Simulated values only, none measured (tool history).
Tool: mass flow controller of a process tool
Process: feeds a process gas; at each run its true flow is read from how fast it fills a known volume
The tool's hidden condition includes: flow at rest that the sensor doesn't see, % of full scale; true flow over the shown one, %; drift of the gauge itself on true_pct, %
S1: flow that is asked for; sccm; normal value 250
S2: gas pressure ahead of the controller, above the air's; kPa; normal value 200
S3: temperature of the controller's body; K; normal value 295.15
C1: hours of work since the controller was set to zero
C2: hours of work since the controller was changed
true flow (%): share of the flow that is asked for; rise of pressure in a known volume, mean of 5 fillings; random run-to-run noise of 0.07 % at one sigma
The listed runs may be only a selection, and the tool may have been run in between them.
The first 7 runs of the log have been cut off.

run 8 hour=2428.3 | S1=250 S2=200 S3=295.15 | C1=4101 C2=8443 | true_flow_(%)=98.42
-- hour=2687.7 controller's zero set anew
run 9 hour=2790.3 | S1=250 S2=200 S3=295.15 | C1=63 C2=8666 | true_flow_(%)=99.10
run 10 hour=3226.2 | S1=250 S2=237 S3=295.15 | C1=332 C2=8935 | true_flow_(%)=98.80
run 11 hour=3448.1 | S1=393 S2=237 S3=295.15 | C1=469 C2=9072 | true_flow_(%)=100.03
run 12 hour=3765.5 | S1=250 S2=200 S3=310.15 | C1=665 C2=9268 | true_flow_(%)=99.66
run 13 hour=4093.5 | S1=250 S2=200 S3=310.15 | C1=867 C2=9470 | true_flow_(%)=99.67
run 14 hour=4411.7 | S1=250 S2=200 S3=310.15 | C1=1064 C2=9666 | true_flow_(%)=99.57
run 15 hour=4692.2 | S1=250 S2=245 S3=295.15 | C1=1237 C2=9840 | true_flow_(%)=98.96
run 16 hour=4900.0 | S1=250 S2=200 S3=310.15 | C1=1365 C2=9968 | true_flow_(%)=99.62
-- hour=5032.1 controller exchanged for a calibrated one
run 17 hour=5192.6 | S1=250 S2=200 S3=297.15 | C1=99 C2=99 | true_flow_(%)=98.49
run 18 hour=5399.4 | S1=250 S2=200 S3=297.15 | C1=227 C2=227 | true_flow_(%)=98.56
run 19 hour=5746.0 | S1=148 S2=200 S3=302.15 | C1=440 C2=440 | true_flow_(%)=97.78
run 20 hour=6075.5 | S1=250 S2=200 S3=311.15 | C1=644 C2=644 | true_flow_(%)=99.00
run 21 hour=6350.5 | S1=250 S2=200 S3=301.15 | C1=813 C2=813 | true_flow_(%)=98.55
run 22 hour=6711.9 | S1=250 S2=200 S3=301.15 | C1=1036 C2=1036 | true_flow_(%)=98.56
run 23 hour=6921.2 | S1=250 S2=200 S3=301.15 | C1=1165 C2=1165 | true_flow_(%)=98.61
run 24 hour=7108.1 | S1=309 S2=219 S3=296.15 | C1=1281 C2=1281 | true_flow_(%)=98.86
run 25 hour=7396.7 | S1=250 S2=200 S3=294.15 | C1=1459 C2=1459 | true_flow_(%)=98.39
run 26 hour=7668.5 | S1=156 S2=212 S3=295.15 | C1=1626 C2=1626 | true_flow_(%)=97.47
run 27 hour=7923.7 | S1=121 S2=266 S3=295.15 | C1=1784 C2=1784 | true_flow_(%)=96.96
run 28 hour=8194.6 | S1=205 S2=266 S3=300.15 | C1=1951 C2=1951 | true_flow_(%)=97.90
run 29 hour=8641.1 | S1=405 S2=145 S3=302.15 | C1=2227 C2=2227 | true_flow_(%)=99.95
run 30 hour=9092.3 | S1=405 S2=145 S3=302.15 | C1=2505 C2=2505 | true_flow_(%)=99.94
run 31 hour=9278.3 | S1=405 S2=145 S3=302.15 | C1=2620 C2=2620 | true_flow_(%)=99.85
run 32 hour=9601.4 | S1=474 S2=254 S3=307.15 | C1=2819 C2=2819 | true_flow_(%)=100.39

5 ways to go on from here, each from the tool as it stands after run 32. What would each give?
run A hour=10031.1 | S1=250 S2=210 S3=295.15 | C1=3084 C2=3084 | true_flow_(%)=?
run B hour=10031.1 | S1=474 S2=254 S3=304.15 | C1=3084 C2=3084 | true_flow_(%)=?
run C hour=10031.1 | S1=75 S2=254 S3=299.15 | C1=3084 C2=3084 | true_flow_(%)=?
run D hour=10031.1 | S1=250 S2=153 S3=295.15 | C1=3084 C2=3084 | true_flow_(%)=?
run E hour=10031.1 | S1=413 S2=254 S3=307.15 | C1=3084 C2=3084 | true_flow_(%)=?

run=A true_flow_(%)=98.25
run=B true_flow_(%)=100.20
run=C true_flow_(%)=95.81
run=D true_flow_(%)=98.39
run=E true_flow_(%)=99.97
With the hidden condition removed and each run's random variation left untouched, the same runs would have given:
run=A true_flow_(%)=98.20
run=B true_flow_(%)=99.86
run=C true_flow_(%)=97.18
run=D true_flow_(%)=98.34
run=E true_flow_(%)=99.68

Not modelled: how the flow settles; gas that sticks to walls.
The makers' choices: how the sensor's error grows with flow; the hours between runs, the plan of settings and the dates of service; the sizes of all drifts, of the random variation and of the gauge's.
